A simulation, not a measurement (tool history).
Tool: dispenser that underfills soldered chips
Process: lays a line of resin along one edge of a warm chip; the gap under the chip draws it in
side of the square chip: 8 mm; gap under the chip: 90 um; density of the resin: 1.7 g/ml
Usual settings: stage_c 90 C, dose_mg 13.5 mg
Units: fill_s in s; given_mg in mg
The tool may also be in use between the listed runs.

run,hour,stage_c,dose_mg,fill_s,given_mg
1,0,90,13.5,44.3,13.14
# hour 1.5: new syringe of resin
2,4.4,86,13.5,44.7,13.08
# hour 9.3: new syringe of resin
3,9.7,98,13.5,26.9,13.07
4,13.2,90,13.5,39.6,13.08
# hour 17.1: new syringe of resin
5,19.7,90,13.5,37.2,13
6,24.1,90,13.5,45.3,12.94
# hour 24.9: new syringe of resin
7,28.4,90,13.5,38.2,12.89
8,31.7,90,13.5,45.6,12.81
# hour 32.8: new syringe of resin
9,34.9,90,12.2,37.8,11.62
10,40,90,12.2,47.4,11.64
# hour 40.8: new syringe of resin
11,43.8,99,13.5,28.1,12.83
12,46.9,99,13.5,32.4,12.82
# hour 48.5: new syringe of resin
13,51.7,90,14,37.6,13.3
14,54.8,90,16.9,41.9,15.96
# hour 56.4: new syringe of resin
15,58.4,77,12.4,57.5,11.73
# hour 64.7: dispensing valve cleaned and set on the balance
16,64.7,86,14.1,52.9,14.08
# hour 65.3: new syringe of resin
17,67.7,86,13.2,40.3,13.18
18,70.9,86,13.2,48.1,13.15
# hour 73: new syringe of resin
19,76.5,94,15.6,33.1,15.52
# hour 81: new syringe of resin
20,82.2,97,17,26.6,16.88
21,88.1,82,17,55.8,16.82
# hour 88.8: new syringe of resin
22,93.9,93,17.1,36.2,16.96
# hour 96.9: new syringe of resin
23,99.1,93,17.1,31.3,16.87

Some steps in fill_s between neighbouring runs. How much of each would the tool show without its hidden state too (settings, what came in, random variation), and how much is left for the hidden state, with any gauge scatter that isn't in both results?
The hidden state here: resin's viscosity, % of fresh resin's; dose that the valve gives, % of what is set; true chip temperature over the reading, C; drift of the gauge itself on fill_s, %; drift of the gauge itself on given_mg, %.
Run 16 -> 17: dose_mg 14.1 -> 13.2, new syringe of resin. fill_s -12.6 s: hidden state -11, all else -1.6.
Run 20 -> 21: stage_c 97 -> 82. fill_s +29.2 s: hidden state +12.7, all else +16.5.
Run 21 -> 22: stage_c 82 -> 93, dose_mg 17 -> 17.1, new syringe of resin. fill_s -19.6 s: hidden state -6.3, all else -13.3.
